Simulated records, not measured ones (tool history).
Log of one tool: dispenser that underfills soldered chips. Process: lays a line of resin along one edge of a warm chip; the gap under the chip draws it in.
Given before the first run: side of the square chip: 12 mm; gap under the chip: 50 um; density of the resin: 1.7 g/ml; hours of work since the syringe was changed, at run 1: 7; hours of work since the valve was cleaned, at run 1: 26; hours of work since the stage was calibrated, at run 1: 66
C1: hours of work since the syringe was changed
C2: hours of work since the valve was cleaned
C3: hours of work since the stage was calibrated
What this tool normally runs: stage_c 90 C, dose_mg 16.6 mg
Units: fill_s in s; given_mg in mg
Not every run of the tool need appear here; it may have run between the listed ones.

Run 1, hour 0: usual settings; C1 7; C2 26; C3 66. Result: fill_s 167.3 s, given_mg 16.44 mg.
At hour 2.2: new syringe of resin.
At hour 13.2: new syringe of resin.
Run 2, hour 13.7: usual settings; C1 0; C2 35; C3 75. Result: fill_s 141.3 s, given_mg 16.47 mg.
Run 3, hour 22.7: usual settings; C1 7; C2 41; C3 82. Result: fill_s 168.5 s, given_mg 16.32 mg.
At hour 24.6: new syringe of resin.
At hour 35.7: new syringe of resin.
Run 4, hour 39.6: usual settings; C1 3; C2 53; C3 93. Result: fill_s 146.7 s, given_mg 16.3 mg.
At hour 47.2: new syringe of resin.
Run 5, hour 47.3: usual settings; C1 0; C2 58; C3 98. Result: fill_s 132.2 s, given_mg 16.24 mg.
At hour 59.5: new syringe of resin.
Run 6, hour 62.1: usual settings; C1 2; C2 68; C3 109. Result: fill_s 145.2 s, given_mg 16.2 mg.
At hour 68: dispensing valve cleaned and set on the balance.
At hour 71.7: new syringe of resin.
Run 7, hour 76.6: usual settings; C1 4; C2 6; C3 118. Result: fill_s 151.4 s, given_mg 16.5 mg.
At hour 83.6: new syringe of resin.
Run 8, hour 91.1: usual settings; C1 5; C2 16; C3 128. Result: fill_s 155.5 s, given_mg 16.56 mg.
At hour 95: new syringe of resin.
Run 9, hour 105: usual settings; C1 7; C2 26; C3 138. Result: fill_s 166.4 s, given_mg 16.43 mg.
At hour 106.9: new syringe of resin.
At hour 118.2: new syringe of resin.
Run 10, hour 121.4: usual settings but dose_mg 16.2 mg; C1 2; C2 37; C3 149. Result: fill_s 147.2 s, given_mg 15.99 mg.
At hour 129.2: new syringe of resin.
Run 11, hour 135.3: usual settings; C1 4; C2 46; C3 159. Result: fill_s 150.2 s, given_mg 16.29 mg.
At hour 141: new syringe of resin.
Run 12, hour 143.1: usual settings but dose_mg 14.7 mg; C1 2; C2 52; C3 164. Result: fill_s 145.6 s, given_mg 14.37 mg.
At hour 152.3: new syringe of resin.
Run 13, hour 154.9: usual settings but dose_mg 14.7 mg; C1 2; C2 60; C3 172. Result: fill_s 147.3 s, given_mg 14.39 mg.
At hour 164.2: new syringe of resin.
Run 14, hour 165.8: usual settings but stage_c 76 C; C1 1; C2 68; C3 180. Result: fill_s 260.4 s, given_mg 16.07 mg.
At hour 172.3: dispensing valve cleaned and set on the balance.
At hour 176.4: new syringe of resin.
Run 15, hour 179.9: usual settings but stage_c 76 C, dose_mg 21 mg; C1 2; C2 5; C3 189. Result: fill_s 263.3 s, given_mg 20.94 mg.
At hour 188.1: new syringe of resin.
Run 16, hour 195.6: usual settings but stage_c 76 C, dose_mg 21 mg; C1 5; C2 16; C3 200. Result: fill_s 279.3 s, given_mg 20.78 mg.

Run 17, settings as shown, results not yet in. Your forecast:
At hour 199.4: new syringe of resin.
Run 17, hour 209.2: usual settings but stage_c 76 C, dose_mg 21 mg; C1 7; C2 26; C3 209. Result: fill_s ?, given_mg ?.

fill_s: 298.9 s
given_mg: 20.82 mg
If the tool had no hidden condition, the same run with the same run-to-run variation would have returned fill_s 250 s, given_mg 21.07 mg.

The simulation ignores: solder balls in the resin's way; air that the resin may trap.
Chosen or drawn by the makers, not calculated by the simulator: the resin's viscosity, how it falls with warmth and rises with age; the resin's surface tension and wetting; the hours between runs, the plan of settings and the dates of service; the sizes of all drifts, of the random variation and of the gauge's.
